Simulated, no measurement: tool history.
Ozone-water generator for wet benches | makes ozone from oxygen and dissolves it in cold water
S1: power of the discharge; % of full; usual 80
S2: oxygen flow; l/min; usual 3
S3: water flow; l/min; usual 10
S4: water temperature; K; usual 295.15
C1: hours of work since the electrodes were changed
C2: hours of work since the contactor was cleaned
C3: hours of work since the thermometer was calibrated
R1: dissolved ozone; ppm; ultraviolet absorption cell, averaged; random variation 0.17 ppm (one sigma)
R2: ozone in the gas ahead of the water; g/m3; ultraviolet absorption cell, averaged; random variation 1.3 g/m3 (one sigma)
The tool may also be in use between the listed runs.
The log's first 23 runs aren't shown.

{"run": 24, "hour": 649.0, "S1": 60, "S2": 3, "S3": 10, "S4": 291.15, "C1": 1048, "C2": 1771, "C3": 2803, "R1": 20.2, "R2": 206.8}
{"run": 25, "hour": 691.2, "S1": 83, "S2": 2.26, "S3": 10, "S4": 295.15, "C1": 1075, "C2": 1798, "C3": 2829, "R1": 22.1, "R2": 279.5}
{"run": 26, "hour": 712.8, "S1": 83, "S2": 2.26, "S3": 10, "S4": 295.15, "C1": 1088, "C2": 1811, "C3": 2842, "R1": 22, "R2": 279.9}
{"run": 27, "hour": 737.3, "S1": 83, "S2": 2.26, "S3": 10, "S4": 295.15, "C1": 1103, "C2": 1826, "C3": 2858, "R1": 22.1, "R2": 280.2}
{"run": 28, "hour": 764.3, "S1": 51, "S2": 3, "S3": 10, "S4": 295.15, "C1": 1120, "C2": 1843, "C3": 2874, "R1": 17, "R2": 187.8}
{"run": 29, "hour": 792.9, "S1": 47, "S2": 2.58, "S3": 9, "S4": 294.15, "C1": 1138, "C2": 1861, "C3": 2892, "R1": 18, "R2": 187.2}
{"run": 30, "hour": 819.0, "S1": 66, "S2": 3.39, "S3": 12, "S4": 294.15, "C1": 1154, "C2": 1877, "C3": 2908, "R1": 17.7, "R2": 209.9}
{"run": 31, "hour": 848.4, "S1": 75, "S2": 2.49, "S3": 10, "S4": 297.15, "C1": 1172, "C2": 1895, "C3": 2927, "R1": 20.5, "R2": 256.3}
{"run": 32, "hour": 880.2, "S1": 45, "S2": 3, "S3": 7, "S4": 295.15, "C1": 1192, "C2": 1915, "C3": 2946, "R1": 21.1, "R2": 174.2}

Forecast each of these 4 alternatives for the next run:
{"run": "A", "hour": 915.9, "S1": 45, "S2": 3, "S3": 12, "S4": 293.15, "C1": 1214, "C2": 1937, "C3": 2969, "R1": "?", "R2": "?"}
{"run": "B", "hour": 915.9, "S1": 80, "S2": 1.57, "S3": 10, "S4": 295.15, "C1": 1214, "C2": 1937, "C3": 2969, "R1": "?", "R2": "?"}
{"run": "C", "hour": 915.9, "S1": 88, "S2": 3, "S3": 7, "S4": 295.15, "C1": 1214, "C2": 1937, "C3": 2969, "R1": "?", "R2": "?"}
{"run": "D", "hour": 915.9, "S1": 80, "S2": 1.54, "S3": 14, "S4": 295.15, "C1": 1214, "C2": 1937, "C3": 2969, "R1": "?", "R2": "?"}

run=A R1=13.8 R2=174
run=B R1=19.9 R2=306.9
run=C R1=31.5 R2=262.7
run=D R1=13.4 R2=312.5
Without the tool's hidden state the same runs would have given:
run=A R1=13.8 R2=174.1
run=B R1=19.9 R2=306.9
run=C R1=31.5 R2=262.7
run=D R1=13.4 R2=312.5

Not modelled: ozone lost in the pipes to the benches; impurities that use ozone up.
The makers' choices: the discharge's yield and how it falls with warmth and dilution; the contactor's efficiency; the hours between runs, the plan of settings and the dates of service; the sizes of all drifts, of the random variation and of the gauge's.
